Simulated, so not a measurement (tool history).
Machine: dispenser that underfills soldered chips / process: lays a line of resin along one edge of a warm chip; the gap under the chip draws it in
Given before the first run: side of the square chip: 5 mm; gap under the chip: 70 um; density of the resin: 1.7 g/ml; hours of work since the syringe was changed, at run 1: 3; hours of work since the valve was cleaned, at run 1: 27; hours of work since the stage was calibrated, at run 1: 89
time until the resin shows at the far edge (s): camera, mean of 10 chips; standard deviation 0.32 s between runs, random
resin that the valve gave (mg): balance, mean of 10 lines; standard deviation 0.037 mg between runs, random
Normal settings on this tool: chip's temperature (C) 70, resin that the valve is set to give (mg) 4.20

run,day,chip's temperature (C),resin that the valve is set to give (mg),hours of work since the syringe was changed,hours of work since the valve was cleaned,hours of work since the stage was calibrated,time until the resin shows at the far edge (s),resin that the valve gave (mg)
1,0.000,70,4.20,3,27,89,13.2,4.15
# day 0.121: new syringe of resin
2,0.175,70,4.20,1,30,92,11.9,4.13
3,0.308,59,4.20,3,32,94,18.9,4.07
# day 0.475: new syringe of resin
4,0.475,59,4.33,0,34,96,17.2,4.27
5,0.646,59,4.33,3,37,98,19.3,4.20
6,0.800,59,4.33,5,39,101,21.5,4.21
# day 0.829: new syringe of resin
7,0.958,59,4.33,2,41,103,19.1,4.20
8,1.162,59,4.33,5,44,106,21.8,4.18
# day 1.192: new syringe of resin
9,1.371,59,4.33,3,47,109,19.7,4.11
# day 1.546: new syringe of resin
10,1.546,59,4.33,0,49,111,17.0,4.17
11,1.650,58,4.20,2,51,113,20.3,4.02
12,1.825,81,4.20,4,54,115,9.5,4.00
# day 1.908: new syringe of resin
13,1.992,81,4.20,1,56,118,8.2,4.00
14,2.104,81,4.20,3,58,120,8.6,4.05
15,2.208,81,4.20,4,59,121,9.0,3.96
# day 2.258: new syringe of resin
16,2.396,57,4.20,2,62,124,20.7,4.00
17,2.529,79,4.20,4,64,126,9.2,3.99
# day 2.608: new syringe of resin
18,2.725,79,3.70,2,66,128,9.0,3.52
19,2.908,59,4.06,4,69,131,21.6,3.79
# day 2.967: new syringe of resin
20,3.088,55,5.09,2,72,134,22.0,4.74
21,3.221,81,5.04,4,74,136,8.2,4.72
# day 3.321: new syringe of resin
22,3.329,64,5.04,0,75,137,14.5,4.71
23,3.525,64,4.44,3,78,140,17.0,4.08
# day 3.671: new syringe of resin
24,3.733,64,4.44,1,81,143,14.5,4.13
25,3.833,70,4.68,2,82,144,12.7,4.26
# day 4.021: new syringe of resin
26,4.021,70,4.68,0,85,147,11.3,4.28
27,4.238,62,5.38,3,88,150,17.1,4.94
# day 4.383: new syringe of resin
28,4.425,82,5.00,1,91,153,7.1,4.60
29,4.538,62,5.03,2,93,154,17.3,4.62
30,4.692,83,4.84,5,95,157,8.3,4.31
# day 4.750: new syringe of resin
31,4.896,83,4.84,2,98,160,7.7,4.44
32,5.062,83,4.84,5,100,162,9.0,4.37
# day 5.104: new syringe of resin
# day 5.204: dispensing valve cleaned and set on the balance
33,5.225,64,4.60,1,0,164,14.5,4.58

Predict each of these 5 candidate next runs independently; none follows another, all start after run 33:
A,5.375,71,4.60,3,3,166,?,?
B,5.375,60,4.60,3,3,166,?,?
C,5.375,80,4.00,3,3,166,?,?
D,5.375,63,4.00,3,3,166,?,?
E,5.375,67,5.21,3,3,166,?,?

run,time until the resin shows at the far edge (s),resin that the valve gave (mg)
A,12.7,4.58
B,19.2,4.57
C,9.4,3.98
D,17.2,4.03
E,14.2,5.19
Stripped of hidden state, with their random variation kept, the same runs would have yielded:
run,time until the resin shows at the far edge (s),resin that the valve gave (mg)
A,11.0,4.59
B,16.6,4.58
C,8.1,3.98
D,14.8,4.03
E,12.2,5.20

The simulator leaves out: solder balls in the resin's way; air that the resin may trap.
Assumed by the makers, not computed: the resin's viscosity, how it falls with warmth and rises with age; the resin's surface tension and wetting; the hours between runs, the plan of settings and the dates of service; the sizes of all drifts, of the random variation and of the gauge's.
